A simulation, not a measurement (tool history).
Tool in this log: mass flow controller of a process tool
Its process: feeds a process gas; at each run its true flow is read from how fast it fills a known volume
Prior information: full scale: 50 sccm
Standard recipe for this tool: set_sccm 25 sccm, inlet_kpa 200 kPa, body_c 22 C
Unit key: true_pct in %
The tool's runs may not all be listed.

run      day  set_sccm  inlet_kpa  body_c  true_pct
  1        0        25        200      22    100.21
  2    8.083        25        200      22    100.33
  3   15.075        25        200      22    100.14
  4   23.225        25        200      22    100.38
  5   29.808        25        200      22    100.51
  6     39.2        25        200      22    100.42
  7   47.446        25        200      22    100.66
  8   61.033        13        227      37    100.43
  9   73.483        49        260      35    100.92
      74.538  -- controller's zero set anew
 10   85.304        38        254      22    101.79
 11   94.254        38        254      22    101.72
 12  105.604        38        254      22    101.83
 13  117.029        35        239      21    101.87
 14  125.133        30        145      21    101.19

Consider 3 possible next runs. They are alternatives, not a sequence: every one starts from the tool as it was left by run 14. What does each give?
  A  138.683        11        195      32         ?
  B  138.683        25        230      20         ?
  C  138.683        11        151      29         ?

run  true_pct
  A    103.16
  B    102.02
  C    102.99
Without the tool's unlogged condition, the same runs would have read:
run  true_pct
  A     97.33
  B      99.1
  C     97.17
